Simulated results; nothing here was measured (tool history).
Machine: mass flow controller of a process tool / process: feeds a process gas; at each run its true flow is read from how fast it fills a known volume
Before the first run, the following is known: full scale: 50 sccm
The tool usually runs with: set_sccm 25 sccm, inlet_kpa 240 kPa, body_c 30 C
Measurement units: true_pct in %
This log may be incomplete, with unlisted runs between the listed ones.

| run | hour | set_sccm | inlet_kpa | body_c | true_pct |
|---|---|---|---|---|---|
| 1 | 0 | 25 | 240 | 30 | 97.75 |
| 2 | 213.8 | 25 | 240 | 30 | 97.67 |
| 3 | 407.4 | 25 | 240 | 30 | 97.62 |
| 4 | 543.4 | 25 | 240 | 30 | 97.66 |
| 5 | 645.7 | 25 | 240 | 30 | 97.61 |
| 6 | 846.6 | 25 | 240 | 25 | 97.24 |
| 7 | 1043.3 | 25 | 240 | 25 | 97.33 |
| 8 | 1189.5 | 25 | 245 | 25 | 97.27 |
| 9 | 1398.9 | 25 | 245 | 25 | 97.02 |
| 10 | 1527.4 | 25 | 246 | 25 | 97.02 |
| 11 | 1659.8 | 25 | 246 | 25 | 97.03 |
| 12 | 1830.6 | 25 | 240 | 21 | 96.77 |
|  | 1849.1 | controller's zero set anew |
| 13 | 2054.4 | 25 | 240 | 21 | 96.68 |
| 14 | 2177.4 | 25 | 240 | 30 | 97.42 |
| 15 | 2301 | 25 | 240 | 30 | 97.53 |
| 16 | 2427.4 | 25 | 240 | 30 | 97.48 |
| 17 | 2583.7 | 36 | 151 | 29 | 98.59 |
| 18 | 2682.7 | 7 | 248 | 30 | 97.54 |
|  | 2825.4 | controller's zero set anew, once more |
| 19 | 2905.2 | 25 | 240 | 40 | 97.76 |
| 20 | 3080.2 | 25 | 268 | 30 | 96.65 |
| 21 | 3180.2 | 21 | 151 | 20 | 96.46 |
| 22 | 3359.3 | 21 | 236 | 20 | 95.72 |
| 23 | 3537.5 | 12 | 240 | 30 | 96.19 |
| 24 | 3643.8 | 12 | 240 | 30 | 96.08 |
| 25 | 3820.6 | 7 | 271 | 26 | 95.27 |
| 26 | 3921.2 | 25 | 141 | 40 | 98.4 |
| 27 | 4143.7 | 17 | 141 | 21 | 96.3 |
| 28 | 4261.8 | 17 | 141 | 21 | 96.26 |
| 29 | 4386 | 17 | 141 | 21 | 96.25 |

Branching from run 29: 3 alternative next runs. What would each branch give?
| A | 4478.8 | 21 | 141 | 21 | ? |
| B | 4478.8 | 28 | 240 | 30 | ? |
| C | 4478.8 | 9 | 240 | 26 | ? |

| run | true_pct |
|---|---|
| A | 96.64 |
| B | 96.85 |
| C | 95.5 |
Had the tool no hidden state, the same runs would have come out as:
| run | true_pct |
|---|---|
| A | 98.48 |
| B | 98.72 |
| C | 97.19 |

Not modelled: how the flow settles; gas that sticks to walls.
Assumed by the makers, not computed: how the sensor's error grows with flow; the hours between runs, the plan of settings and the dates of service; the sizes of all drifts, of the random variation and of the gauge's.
